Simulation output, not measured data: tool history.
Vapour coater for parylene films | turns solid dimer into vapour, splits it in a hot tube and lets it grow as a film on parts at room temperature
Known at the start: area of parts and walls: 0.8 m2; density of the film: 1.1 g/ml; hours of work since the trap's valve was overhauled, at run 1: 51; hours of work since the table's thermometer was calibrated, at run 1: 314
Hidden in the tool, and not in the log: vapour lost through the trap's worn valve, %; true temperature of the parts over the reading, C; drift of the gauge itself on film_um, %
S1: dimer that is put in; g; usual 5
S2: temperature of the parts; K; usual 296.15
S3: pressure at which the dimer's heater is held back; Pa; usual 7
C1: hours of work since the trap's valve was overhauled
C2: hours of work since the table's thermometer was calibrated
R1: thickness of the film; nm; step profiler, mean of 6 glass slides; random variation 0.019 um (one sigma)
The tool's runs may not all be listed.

run	hour	S1	S2	S3	C1	C2	R1
1	0	5	296.15	7	51	314	3660
2	18.3	5	296.15	7	66	329	3660
3	46.5	5	296.15	3.9	90	353	3910
4	69.4	5	296.15	5.38	109	372	3760
5	92.5	5	296.15	5.38	129	391	3750
6	110.9	5	296.15	7	144	407	3640
7	132.3	3	296.15	7	162	425	2210
8	153.7	5	296.15	2.88	180	443	4030
9	184.7	5	296.15	2.88	206	469	4010
10	200.9	5	296.15	2.88	220	482	3990
11	217.6	5	296.15	2.88	234	496	3990
12	234.8	5	296.15	2.88	248	511	4040
13	256.4	4	306.15	4.05	266	529	2570
14	272.9	5	297.15	2.88	280	543	3930
15	288.8	6	289.15	7.75	293	556	4900
16	302.1	4	297.15	8.7	304	567	2770
17	327.2	5	290.15	3.95	325	588	4320
18	358.9	6	293.15	4.65	352	615	4780
19	390.1	2	296.15	6.5	378	641	1460
20	414.7	5	305.15	7	399	661	3050

The next listed run, before its measurement:
21	434.7	3	296.15	10.27	416	678	?

{"run 21": {"R1": 2060}}
Without the tool's hidden state the same run would have given R1 2100 nm.

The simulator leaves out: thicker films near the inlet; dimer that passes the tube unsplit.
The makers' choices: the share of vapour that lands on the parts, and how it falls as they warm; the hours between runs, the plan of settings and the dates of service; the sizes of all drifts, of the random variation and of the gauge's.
